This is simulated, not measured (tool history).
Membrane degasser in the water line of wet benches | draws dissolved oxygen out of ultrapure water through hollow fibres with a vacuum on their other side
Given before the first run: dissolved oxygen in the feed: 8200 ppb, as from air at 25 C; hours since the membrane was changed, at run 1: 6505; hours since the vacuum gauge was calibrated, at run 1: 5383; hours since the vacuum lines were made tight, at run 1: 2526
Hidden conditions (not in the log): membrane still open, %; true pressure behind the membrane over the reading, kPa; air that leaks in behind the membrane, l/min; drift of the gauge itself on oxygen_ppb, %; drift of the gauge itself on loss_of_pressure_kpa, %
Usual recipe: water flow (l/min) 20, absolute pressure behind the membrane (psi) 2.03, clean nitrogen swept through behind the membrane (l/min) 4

run    hour  water flow (l/min)  absolute pressure behind the membrane (psi)  clean nitrogen swept through behind the membrane (l/min)  hours since the membrane was changed  hours since the vacuum gauge was calibrated  hours since the vacuum lines were made tight  dissolved oxygen in the water behind the degasser (ppb)  pressure that the water loses in the fibres (psi)
  1       0                  20                                         2.03                                                         4                                  6505                                         5383                                          2526                                                    130.6                                              6.759
  2   132.9                  30                                         2.03                                                         4                                  6638                                         5516                                          2659                                                    199.2                                             10.253
  3   378.7                  17                                         2.03                                                         4                                  6884                                         5762                                          2905                                                    113.7                                              5.799
  4     590                  20                                         2.03                                                         4                                  7095                                         5973                                          3116                                                    131.1                                               6.82
  5   817.4                  20                                         2.03                                                         4                                  7323                                         6201                                          3343                                                      131                                              6.837
  6    1025                  20                                         2.03                                                         4                                  7530                                         6408                                          3551                                                    132.3                                               6.87
     1063.1  -- vacuum gauge calibrated
  7    1178                  20                                         2.52                                                         4                                  7683                                          115                                          3703                                                    171.1                                              6.823
  8  1363.9                  20                                         2.52                                                         4                                  7869                                          301                                          3889                                                    169.8                                               6.86
  9  1613.9                  20                                         2.52                                                         4                                  8119                                          551                                          4139                                                    172.5                                               6.91
 10  1791.1                  20                                         2.03                                                         4                                  8296                                          728                                          4316                                                    130.6                                              6.843
 11  1917.8                  20                                          4.1                                                         4                                  8423                                          855                                          4443                                                    297.1                                              6.873
 12  2142.4                  20                                         2.03                                                         4                                  8647                                         1079                                          4668                                                    131.2                                              6.915
 13  2349.8                  19                                         2.03                                                         4                                  8855                                         1287                                          4875                                                    126.1                                              6.518
 14  2585.5                  20                                         2.03                                                      6.97                                  9090                                         1522                                          5111                                                       77                                              6.915
 15  2805.6                  20                                         2.03                                                         3                                  9311                                         1743                                          5331                                                      171                                              6.924
 16    2996                  20                                         2.03                                                         3                                  9501                                         1933                                          5521                                                    172.8                                              6.931
 17  3170.8                  20                                         2.03                                                         3                                  9676                                         2108                                          5696                                                    171.4                                              6.943
 18  3301.3                  23                                         1.51                                                      1.61                                  9806                                         2238                                          5827                                                    233.3                                              7.939
 19  3549.8                  16                                         2.09                                                      4.26                                 10055                                         2487                                          6075                                                    103.4                                              5.556
 20  3806.3                  16                                         2.09                                                      4.26                                 10311                                         2743                                          6332                                                    103.4                                              5.567
 21  4075.8                  16                                         2.09                                                      4.26                                 10581                                         3013                                          6601                                                    101.1                                              5.539
 22  4277.6                  15                                         2.13                                                      4.75                                 10783                                         3214                                          6803                                                     89.2                                              5.229
 23  4439.5                  15                                         3.16                                                      2.72                                 10944                                         3376                                          6965                                                    245.2                                              5.243
 24    4648                  28                                         3.96                                                      2.45                                 11153                                         3585                                          7173                                                    609.6                                               9.77
 25  4907.1                  23                                         2.03                                                      7.74                                 11412                                         3844                                          7432                                                     82.1                                              8.057
 26  5099.7                  23                                         2.03                                                      7.74                                 11605                                         4037                                          7625                                                     82.6                                              8.048
     5197.2  -- gauge calibrated
 27  5360.8                  23                                         2.03                                                      7.74                                 11866                                         4298                                          7886                                                     81.9                                              7.819
     5383.6  -- membrane cartridge changed
     5436.2  -- seals of the vacuum lines changed
 28  5573.6                  23                                         2.03                                                      7.74                                   188                                         4505                                           137                                                     81.4                                               7.87
 29  5800.7                  26                                         4.67                                                         4                                   415                                         4732                                           365                                                    435.5                                              8.889
 30  5931.1                  16                                         4.99                                                      3.76                                   545                                         4862                                           495                                                    319.9                                              5.471
 31  6176.9                  22                                         2.06                                                     11.65                                   791                                         5108                                           741                                                       54                                              7.519
 32  6426.6                  22                                         1.96                                                      2.36                                  1041                                         5357                                           990                                                    226.6                                               7.57

Below are 3 alternative next runs, each starting from the tool's condition after run 32. Predict each:
  A  6675.2                  30                                         4.66                                                     11.77                                  1290                                         5606                                          1239                                                        ?                                                  ?
  B  6675.2                  31                                         1.96                                                      8.68                                  1290                                         5606                                          1239                                                        ?                                                  ?
  C  6675.2                  21                                         2.03                                                         4                                  1290                                         5606                                          1239                                                        ?                                                  ?

run  dissolved oxygen in the water behind the degasser (ppb)  pressure that the water loses in the fibres (psi)
  A                                                    184.9                                             10.332
  B                                                     97.5                                             10.685
  C                                                    138.7                                              7.191
Without the tool's unlogged condition, the same runs would have read:
run  dissolved oxygen in the water behind the degasser (ppb)  pressure that the water loses in the fibres (psi)
  A                                                    184.7                                             10.254
  B                                                     97.4                                             10.604
  C                                                    138.5                                              7.136
